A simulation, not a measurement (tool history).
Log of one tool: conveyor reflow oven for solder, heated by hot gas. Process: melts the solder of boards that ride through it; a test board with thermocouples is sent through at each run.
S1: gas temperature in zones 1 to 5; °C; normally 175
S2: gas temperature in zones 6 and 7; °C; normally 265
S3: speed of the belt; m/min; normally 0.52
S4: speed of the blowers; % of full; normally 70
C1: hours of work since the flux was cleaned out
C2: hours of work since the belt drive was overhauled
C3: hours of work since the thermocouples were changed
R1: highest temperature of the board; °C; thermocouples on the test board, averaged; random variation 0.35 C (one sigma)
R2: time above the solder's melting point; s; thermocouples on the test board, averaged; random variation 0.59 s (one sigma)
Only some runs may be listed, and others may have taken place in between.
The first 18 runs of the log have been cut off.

run   hour   S1   S2     S3  S4   C1  C2   C3     R1    R2
 19  278.3  175  274  0.496  86  142  21  514  263.4  84.5
 20  289.5  160  277  0.554  63  148  27  520  254.4  61.4
       300  -- belt drive overhauled, speed set with a stopwatch, once more
 21  308.3  181  265  0.441  70  155   4  527  255.3  90.2
 22  330.1  181  265  0.441  70  166  15  538    255  90.7
 23  341.7  187  254   0.52  70  172  21  544    243  67.4
 24  362.1  164  265   0.52  70  182  31  554  248.7    62
 25  382.5  161  265   0.52  85  193  41  564  251.8  65.5
 26  397.7  169  257  0.578  70  200  49  572  239.7  46.2
 27  410.4  189  254  0.573  85  207  55  578  243.2  62.5
 28  428.8  189  254  0.573  85  216  65  588  242.7  62.4
 29  449.7  169  265   0.52  52  226  75  598  244.1  56.9
 30  468.3  169  265   0.42  85  236  85  607  256.5  92.8

Forecast each of these 4 alternatives for the next run:
  A  490.4  162  265   0.52  70  247  96  619   ?   ?
  B  490.4  175  259   0.52  70  247  96  619   ?   ?
  C  490.4  169  278  0.606  78  247  96  619   ?   ?
  D  490.4  175  265   0.52  61  247  96  619   ?   ?

run     R1    R2
  A    248    60
  B  244.3  63.7
  C  257.1  60.3
  D  248.3  65.2
What these runs would have given with no unlogged condition in the tool:
run     R1    R2
  A  250.4  62.6
  B  246.5  66.4
  C  259.9  62.3
  D  250.5  67.6

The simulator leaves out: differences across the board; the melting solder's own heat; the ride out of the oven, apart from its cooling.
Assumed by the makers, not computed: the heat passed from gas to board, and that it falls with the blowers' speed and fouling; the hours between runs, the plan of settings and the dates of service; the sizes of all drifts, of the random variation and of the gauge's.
